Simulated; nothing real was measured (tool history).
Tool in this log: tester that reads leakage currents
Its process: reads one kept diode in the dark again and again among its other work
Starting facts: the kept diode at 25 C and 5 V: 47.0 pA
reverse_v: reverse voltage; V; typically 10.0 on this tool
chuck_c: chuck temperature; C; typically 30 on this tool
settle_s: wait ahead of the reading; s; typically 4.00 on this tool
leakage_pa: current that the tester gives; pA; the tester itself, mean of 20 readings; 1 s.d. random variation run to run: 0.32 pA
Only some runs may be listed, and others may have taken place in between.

| run | hour | reverse_v | chuck_c | settle_s | leakage_pa |
|---|---|---|---|---|---|
| 1 | 0.0 | 10.0 | 30 | 4.00 | 110.25 |
| 2 | 60.9 | 10.0 | 30 | 4.00 | 110.53 |
| 3 | 98.0 | 10.0 | 30 | 4.00 | 110.88 |
| 4 | 164.8 | 10.0 | 30 | 4.00 | 111.36 |
| 5 | 200.3 | 10.0 | 30 | 4.00 | 110.70 |
| 6 | 267.9 | 10.0 | 30 | 4.00 | 111.38 |
| 7 | 351.7 | 10.0 | 30 | 4.00 | 111.16 |
| 8 | 438.5 | 10.0 | 48 | 4.00 | 456.03 |
| 9 | 474.4 | 10.0 | 30 | 0.99 | 112.79 |
| 10 | 555.2 | 10.0 | 30 | 4.00 | 111.65 |
| 11 | 606.6 | 1.5 | 30 | 4.00 | 38.41 |
| 12 | 670.5 | 1.5 | 30 | 4.00 | 38.48 |
| 13 | 751.5 | 10.0 | 30 | 4.00 | 111.77 |
| 14 | 821.1 | 10.0 | 43 | 4.00 | 306.69 |
| 15 | 894.9 | 4.4 | 30 | 4.00 | 69.84 |
| 16 | 939.8 | 10.0 | 30 | 4.00 | 111.89 |
| 17 | 1024.4 | 10.0 | 30 | 4.00 | 112.77 |
| 18 | 1108.6 | 10.0 | 30 | 4.00 | 112.77 |
| 19 | 1164.3 | 10.0 | 30 | 4.00 | 112.43 |
| 20 | 1231.2 | 10.0 | 30 | 4.00 | 112.06 |
| 21 | 1276.7 | 10.0 | 51 | 3.78 | 559.05 |
| 22 | 1359.3 | 10.0 | 51 | 3.78 | 560.92 |
| 23 | 1444.4 | 3.3 | 40 | 9.20 | 130.93 |
| 24 | 1523.2 | 10.0 | 60 | 1.64 | 1074.27 |
| 25 | 1606.0 | 2.3 | 23 | 0.64 | 28.03 |
|  | 1626.7 | chuck's temperature calibrated |
| 26 | 1665.6 | 2.6 | 21 | 3.23 | 27.26 |
| 27 | 1742.9 | 1.5 | 49 | 1.50 | 184.99 |
| 28 | 1778.7 | 1.3 | 52 | 4.00 | 213.46 |
| 29 | 1855.3 | 6.3 | 40 | 0.72 | 202.70 |
| 30 | 1941.0 | 10.3 | 46 | 1.38 | 417.07 |
| 31 | 1981.4 | 2.2 | 44 | 0.82 | 154.25 |
| 32 | 2049.8 | 2.2 | 44 | 0.82 | 152.64 |
| 33 | 2109.9 | 5.8 | 30 | 4.00 | 88.60 |
| 34 | 2173.6 | 8.7 | 36 | 8.14 | 177.05 |
| 35 | 2219.3 | 7.7 | 34 | 2.01 | 141.98 |
| 36 | 2279.5 | 8.2 | 32 | 0.33 | 130.22 |
| 37 | 2315.0 | 8.2 | 32 | 0.33 | 130.04 |
| 38 | 2381.7 | 6.3 | 56 | 0.91 | 660.37 |

Forecast run 39:
| 39 | 2455.6 | 6.3 | 56 | 0.91 | ? |

{"run 39": {"leakage_pa": 663.82}}
If the tool had no hidden condition, the same run with the same run-to-run variation would have returned leakage_pa 663.28 pA.
